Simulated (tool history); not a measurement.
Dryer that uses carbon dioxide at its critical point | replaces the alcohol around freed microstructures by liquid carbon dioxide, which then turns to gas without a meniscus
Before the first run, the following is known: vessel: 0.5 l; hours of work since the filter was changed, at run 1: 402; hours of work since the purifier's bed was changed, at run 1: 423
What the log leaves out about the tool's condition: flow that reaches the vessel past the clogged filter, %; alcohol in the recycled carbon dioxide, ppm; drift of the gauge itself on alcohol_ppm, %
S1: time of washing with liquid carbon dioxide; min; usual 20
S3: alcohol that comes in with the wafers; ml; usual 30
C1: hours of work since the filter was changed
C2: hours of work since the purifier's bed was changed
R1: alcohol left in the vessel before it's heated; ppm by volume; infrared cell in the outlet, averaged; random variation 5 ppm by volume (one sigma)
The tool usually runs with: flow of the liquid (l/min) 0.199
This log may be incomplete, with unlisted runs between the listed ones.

Run 1, hour 0.0: usual settings; C1 402; C2 423. Result: R1 128 ppm by volume.
Run 2, hour 11.9: usual settings; C1 410; C2 432. Result: R1 126 ppm by volume.
Run 3, hour 21.0: usual settings; C1 417; C2 439. Result: R1 128 ppm by volume.
At hour 35.1: inlet filter changed.
Run 4, hour 36.7: usual settings; C1 1; C2 450. Result: R1 74 ppm by volume.
Run 5, hour 43.2: usual settings; C1 6; C2 454. Result: R1 68 ppm by volume.
Run 6, hour 50.6: usual settings but S1 14 min; C1 12; C2 460. Result: R1 294 ppm by volume.
Run 7, hour 61.8: usual settings but flow of the liquid (l/min) 0.211; C1 20; C2 468. Result: R1 66 ppm by volume.
Run 8, hour 68.3: usual settings but flow of the liquid (l/min) 0.211; C1 25; C2 473. Result: R1 68 ppm by volume.
Run 9, hour 77.7: usual settings but flow of the liquid (l/min) 0.137; C1 32; C2 480. Result: R1 314 ppm by volume.
Run 10, hour 89.8: usual settings; C1 41; C2 490. Result: R1 70 ppm by volume.
Run 11, hour 104.0: usual settings but flow of the liquid (l/min) 0.152; C1 52; C2 500. Result: R1 218 ppm by volume.
Run 12, hour 112.7: usual settings but flow of the liquid (l/min) 0.152; C1 58; C2 507. Result: R1 224 ppm by volume.
Run 13, hour 124.4: usual settings; C1 67; C2 516. Result: R1 68 ppm by volume.
Run 14, hour 135.9: usual settings; C1 76; C2 524. Result: R1 75 ppm by volume.
Run 15, hour 146.2: usual settings but S3 33 ml; C1 84; C2 532. Result: R1 92 ppm by volume.
Run 16, hour 156.9: usual settings but S3 33 ml; C1 92; C2 540. Result: R1 82 ppm by volume.
Run 17, hour 168.0: usual settings but S3 25 ml; C1 100; C2 548. Result: R1 92 ppm by volume.
Run 18, hour 178.5: usual settings but S3 25 ml; C1 108; C2 556. Result: R1 82 ppm by volume.
Run 19, hour 190.8: usual settings; C1 117; C2 565. Result: R1 98 ppm by volume.
Run 20, hour 198.1: usual settings but flow of the liquid (l/min) 0.150; C1 123; C2 571. Result: R1 262 ppm by volume.
Run 21, hour 207.6: usual settings but flow of the liquid (l/min) 0.150; C1 130; C2 578. Result: R1 273 ppm by volume.
Run 22, hour 215.2: usual settings but flow of the liquid (l/min) 0.150; C1 135; C2 584. Result: R1 261 ppm by volume.
Run 23, hour 229.4: usual settings but S1 13 min, flow of the liquid (l/min) 0.300; C1 146; C2 594. Result: R1 102 ppm by volume.
Run 24, hour 239.1: usual settings but S1 28 min, flow of the liquid (l/min) 0.239; C1 153; C2 602. Result: R1 64 ppm by volume.
Run 25, hour 247.6: usual settings but S1 28 min, flow of the liquid (l/min) 0.239; C1 160; C2 608. Result: R1 60 ppm by volume.
Run 26, hour 259.1: usual settings but flow of the liquid (l/min) 0.264, S3 71 ml; C1 168; C2 617. Result: R1 77 ppm by volume.
Run 27, hour 266.2: usual settings but S1 22 min, flow of the liquid (l/min) 0.245; C1 174; C2 622. Result: R1 66 ppm by volume.
Run 28, hour 280.0: usual settings but S1 16 min, flow of the liquid (l/min) 0.188, S3 80 ml; C1 184; C2 632. Result: R1 685 ppm by volume.
Run 29, hour 289.9: usual settings but S3 34 ml; C1 192; C2 640. Result: R1 113 ppm by volume.
Run 30, hour 302.1: usual settings but S3 34 ml; C1 201; C2 649. Result: R1 116 ppm by volume.
Run 31, hour 311.6: usual settings but S1 22 min, flow of the liquid (l/min) 0.135; C1 208; C2 656. Result: R1 329 ppm by volume.
Run 32, hour 326.8: usual settings but flow of the liquid (l/min) 0.142, S3 62 ml; C1 219; C2 668. Result: R1 775 ppm by volume.
Run 33, hour 339.1: usual settings but S3 53 ml; C1 229; C2 677. Result: R1 149 ppm by volume.
Run 34, hour 346.8: usual settings but S1 12 min, flow of the liquid (l/min) 0.193, S3 24 ml; C1 234; C2 683. Result: R1 811 ppm by volume.
Run 35, hour 359.1: usual settings but S1 22 min, flow of the liquid (l/min) 0.252, S3 24 ml; C1 244; C2 692. Result: R1 73 ppm by volume.
Run 36, hour 371.1: usual settings but S1 14 min, flow of the liquid (l/min) 0.294, S3 33 ml; C1 253; C2 701. Result: R1 114 ppm by volume.
Run 37, hour 382.9: usual settings but S1 14 min, flow of the liquid (l/min) 0.294, S3 33 ml; C1 261; C2 710. Result: R1 120 ppm by volume.
Run 38, hour 393.9: usual settings but S1 14 min, flow of the liquid (l/min) 0.311, S3 57 ml; C1 270; C2 718. Result: R1 128 ppm by volume.
Run 39, hour 400.9: usual settings but flow of the liquid (l/min) 0.175; C1 275; C2 723. Result: R1 199 ppm by volume.
Run 40, hour 415.2: usual settings but S3 35 ml; C1 286; C2 734. Result: R1 145 ppm by volume.
Run 41, hour 423.6: usual settings but S3 69 ml; C1 292; C2 740. Result: R1 189 ppm by volume.
Run 42, hour 438.6: usual settings but S3 69 ml; C1 303; C2 752. Result: R1 210 ppm by volume.
Run 43, hour 446.5: usual settings but S1 25 min, flow of the liquid (l/min) 0.218, S3 47 ml; C1 309; C2 758. Result: R1 82 ppm by volume.

3 ways to go on from here, each from the tool as it stands after run 43. What would each give?
Run A, hour 456.0: usual settings but flow of the liquid (l/min) 0.221; C1 316; C2 765. Result: R1 ?.
Run B, hour 456.0: usual settings but flow of the liquid (l/min) 0.209; C1 316; C2 765. Result: R1 ?.
Run C, hour 456.0: usual settings but S1 18 min; C1 316; C2 765. Result: R1 ?.

run   R1
  A  108
  B  123
  C  195
Without the tool's unlogged condition, the same runs would have read:
run  R1
  A  18
  B  25
  C  50

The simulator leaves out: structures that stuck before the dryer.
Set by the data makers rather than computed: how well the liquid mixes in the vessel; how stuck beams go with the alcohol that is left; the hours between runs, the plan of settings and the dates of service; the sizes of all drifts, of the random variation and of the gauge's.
